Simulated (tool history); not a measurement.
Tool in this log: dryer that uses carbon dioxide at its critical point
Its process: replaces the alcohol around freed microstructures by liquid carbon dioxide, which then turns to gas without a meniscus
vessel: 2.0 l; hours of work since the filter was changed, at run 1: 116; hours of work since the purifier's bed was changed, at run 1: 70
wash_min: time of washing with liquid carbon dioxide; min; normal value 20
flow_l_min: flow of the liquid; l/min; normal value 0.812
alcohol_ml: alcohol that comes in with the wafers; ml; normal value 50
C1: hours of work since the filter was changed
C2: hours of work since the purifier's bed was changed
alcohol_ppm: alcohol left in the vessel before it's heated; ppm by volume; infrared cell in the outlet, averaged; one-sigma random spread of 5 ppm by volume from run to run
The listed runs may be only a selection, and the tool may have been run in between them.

run 1 hour=0.0 | wash_min=20 flow_l_min=0.812 alcohol_ml=50 | C1=116 C2=70 | alcohol_ppm=60
run 2 hour=14.7 | wash_min=20 flow_l_min=0.812 alcohol_ml=50 | C1=127 C2=81 | alcohol_ppm=71
run 3 hour=21.4 | wash_min=20 flow_l_min=0.812 alcohol_ml=50 | C1=132 C2=86 | alcohol_ppm=70
run 4 hour=36.1 | wash_min=20 flow_l_min=0.812 alcohol_ml=50 | C1=143 C2=97 | alcohol_ppm=76
run 5 hour=46.2 | wash_min=20 flow_l_min=0.812 alcohol_ml=50 | C1=151 C2=105 | alcohol_ppm=78
run 6 hour=52.7 | wash_min=20 flow_l_min=0.812 alcohol_ml=23 | C1=156 C2=110 | alcohol_ppm=43
run 7 hour=65.2 | wash_min=20 flow_l_min=0.812 alcohol_ml=50 | C1=165 C2=119 | alcohol_ppm=74
run 8 hour=72.7 | wash_min=20 flow_l_min=0.812 alcohol_ml=50 | C1=171 C2=125 | alcohol_ppm=80
run 9 hour=86.9 | wash_min=20 flow_l_min=0.749 alcohol_ml=50 | C1=181 C2=135 | alcohol_ppm=122
run 10 hour=98.5 | wash_min=20 flow_l_min=0.553 alcohol_ml=50 | C1=190 C2=144 | alcohol_ppm=453
run 11 hour=110.7 | wash_min=20 flow_l_min=0.553 alcohol_ml=50 | C1=199 C2=153 | alcohol_ppm=468
run 12 hour=121.8 | wash_min=20 flow_l_min=0.553 alcohol_ml=50 | C1=207 C2=161 | alcohol_ppm=462
run 13 hour=134.3 | wash_min=21 flow_l_min=0.910 alcohol_ml=92 | C1=217 C2=170 | alcohol_ppm=74
run 14 hour=145.4 | wash_min=17 flow_l_min=0.819 alcohol_ml=110 | C1=225 C2=179 | alcohol_ppm=336
run 15 hour=154.6 | wash_min=30 flow_l_min=0.849 alcohol_ml=24 | C1=232 C2=186 | alcohol_ppm=40
run 16 hour=162.0 | wash_min=30 flow_l_min=0.849 alcohol_ml=24 | C1=237 C2=191 | alcohol_ppm=35
run 17 hour=170.0 | wash_min=16 flow_l_min=0.960 alcohol_ml=50 | C1=243 C2=197 | alcohol_ppm=113
run 18 hour=184.5 | wash_min=20 flow_l_min=0.899 alcohol_ml=50 | C1=254 C2=208 | alcohol_ppm=74
run 19 hour=194.5 | wash_min=20 flow_l_min=0.899 alcohol_ml=50 | C1=261 C2=215 | alcohol_ppm=72
run 20 hour=204.3 | wash_min=15 flow_l_min=0.588 alcohol_ml=79 | C1=269 C2=223 | alcohol_ppm=1654
run 21 hour=219.0 | wash_min=15 flow_l_min=0.588 alcohol_ml=79 | C1=280 C2=234 | alcohol_ppm=1635
run 22 hour=232.4 | wash_min=29 flow_l_min=1.190 alcohol_ml=37 | C1=290 C2=244 | alcohol_ppm=54
run 23 hour=246.8 | wash_min=29 flow_l_min=1.190 alcohol_ml=37 | C1=300 C2=254 | alcohol_ppm=39

Below, each run's measurement less what the same run would have read without the hidden state. Both values contain the same run-to-run variation, but the gauge's scatter may not be the same in both:
Unlogged tool condition in this case: flow that reaches the vessel past the clogged filter, %; alcohol in the recycled carbon dioxide, ppm; drift of the gauge itself on alcohol_ppm, %.
run=1 alcohol_ppm=+22
run=2 alcohol_ppm=+26
run=3 alcohol_ppm=+27
run=4 alcohol_ppm=+30
run=5 alcohol_ppm=+31
run=6 alcohol_ppm=+26
run=7 alcohol_ppm=+36
run=8 alcohol_ppm=+35
run=9 alcohol_ppm=+47
run=10 alcohol_ppm=+111
run=11 alcohol_ppm=+117
run=12 alcohol_ppm=+120
run=13 alcohol_ppm=+42
run=14 alcohol_ppm=+115
run=15 alcohol_ppm=+33
run=16 alcohol_ppm=+34
run=17 alcohol_ppm=+60
run=18 alcohol_ppm=+48
run=19 alcohol_ppm=+48
run=20 alcohol_ppm=+385
run=21 alcohol_ppm=+393
run=22 alcohol_ppm=+43
run=23 alcohol_ppm=+39
